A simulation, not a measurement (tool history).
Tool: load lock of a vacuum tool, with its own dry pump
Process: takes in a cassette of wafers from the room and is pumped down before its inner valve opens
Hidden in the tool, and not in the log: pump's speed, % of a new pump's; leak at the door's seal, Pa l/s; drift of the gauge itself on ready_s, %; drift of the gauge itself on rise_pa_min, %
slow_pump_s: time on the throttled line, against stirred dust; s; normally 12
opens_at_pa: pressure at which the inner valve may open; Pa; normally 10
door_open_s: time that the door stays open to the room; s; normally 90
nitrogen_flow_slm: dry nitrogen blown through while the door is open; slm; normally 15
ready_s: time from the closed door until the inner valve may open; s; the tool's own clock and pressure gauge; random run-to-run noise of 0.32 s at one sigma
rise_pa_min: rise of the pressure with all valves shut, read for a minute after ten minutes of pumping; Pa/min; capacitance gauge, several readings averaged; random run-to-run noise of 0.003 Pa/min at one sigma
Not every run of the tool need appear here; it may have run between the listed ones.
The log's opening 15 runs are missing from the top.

| run | hour | slow_pump_s | opens_at_pa | door_open_s | nitrogen_flow_slm | hours that the pump has run since its overhaul | times that the door has closed on its seal | incoming humidity of the room's air, % | ready_s | rise_pa_min |
|---|---|---|---|---|---|---|---|---|---|---|
| 16 | 2433.5 | 12 | 10 | 90 | 15 | 397 | 14122 | 43.4 | 24.3 | 0.068 |
| 17 | 2540.9 | 12 | 10 | 90 | 15 | 504 | 14254 | 45.6 | 24.4 | 0.071 |
| 18 | 2705.3 | 11 | 10 | 90 | 15 | 669 | 14458 | 41.7 | 23.8 | 0.064 |
| 19 | 2911.6 | 12 | 10 | 90 | 15 | 875 | 14713 | 42.4 | 24.5 | 0.065 |
| 20 | 3053 | 12 | 10 | 90 | 15 | 1016 | 14888 | 42.2 | 24.4 | 0.071 |
| 21 | 3146.6 | 12 | 10 | 150 | 15 | 1110 | 15004 | 46.6 | 24.1 | 0.081 |
| 22 | 3286.8 | 12 | 12 | 90 | 20 | 1250 | 15177 | 48.6 | 23.4 | 0.061 |
| 23 | 3423.2 | 16 | 12 | 90 | 7 | 1387 | 15346 | 49.8 | 27.8 | 0.079 |
| 24 | 3579.2 | 13 | 11 | 199 | 6 | 1542 | 15539 | 41.8 | 25.2 | 0.12 |
| 25 | 3783.8 | 12 | 12 | 28 | 15 | 1747 | 15792 | 46.5 | 24.1 | 0.054 |
| 26 | 3960.8 | 12 | 14 | 136 | 32 | 1924 | 16011 | 42.5 | 23.9 | 0.064 |
| 27 | 4160.5 | 7 | 10 | 72 | 35 | 2124 | 16258 | 40.7 | 20.7 | 0.048 |
| 28 | 4262.1 | 12 | 12 | 35 | 15 | 2225 | 16384 | 45.6 | 24.6 | 0.06 |
| 29 | 4374.3 | 12 | 13 | 90 | 15 | 2338 | 16523 | 44.8 | 24 | 0.072 |
| 30 | 4595.8 | 12 | 13 | 90 | 15 | 2559 | 16797 | 45.8 | 24.6 | 0.075 |
| 31 | 4801.3 | 22 | 9 | 32 | 10 | 2765 | 17051 | 46.9 | 33.1 | 0.06 |
| 32 | 4964.4 | 22 | 9 | 32 | 10 | 2928 | 17253 | 43.7 | 33.2 | 0.061 |
| 33 | 5135.1 | 22 | 9 | 32 | 10 | 3098 | 17465 | 45.8 | 33 | 0.059 |
| 34 | 5330.1 | 22 | 9 | 32 | 10 | 3293 | 17706 | 42.3 | 33 | 0.061 |
| 35 | 5467.8 | 12 | 18 | 29 | 7 | 3431 | 17876 | 41.7 | 24.7 | 0.06 |
| 36 | 5678.2 | 12 | 18 | 29 | 7 | 3641 | 18137 | 46.7 | 23.4 | 0.069 |
| 37 | 5841.3 | 12 | 18 | 29 | 7 | 3805 | 18338 | 40.3 | 23.6 | 0.06 |

Each row is a separate what-if for the run after 37, all from the same tool condition, not one after another. Results?
| A | 6048.8 | 15 | 10 | 90 | 15 | 4012 | 18595 | 47.8 | ? | ? |
| B | 6048.8 | 9 | 9 | 90 | 15 | 4012 | 18595 | 42.9 | ? | ? |
| C | 6048.8 | 12 | 19 | 112 | 17 | 4012 | 18595 | 42.6 | ? | ? |

| run | ready_s | rise_pa_min |
|---|---|---|
| A | 26.7 | 0.081 |
| B | 22.9 | 0.074 |
| C | 23.2 | 0.075 |
Without the tool's hidden state the same runs would have given:
| run | ready_s | rise_pa_min |
|---|---|---|
| A | 26.3 | 0.043 |
| B | 22.5 | 0.036 |
| C | 22.9 | 0.037 |
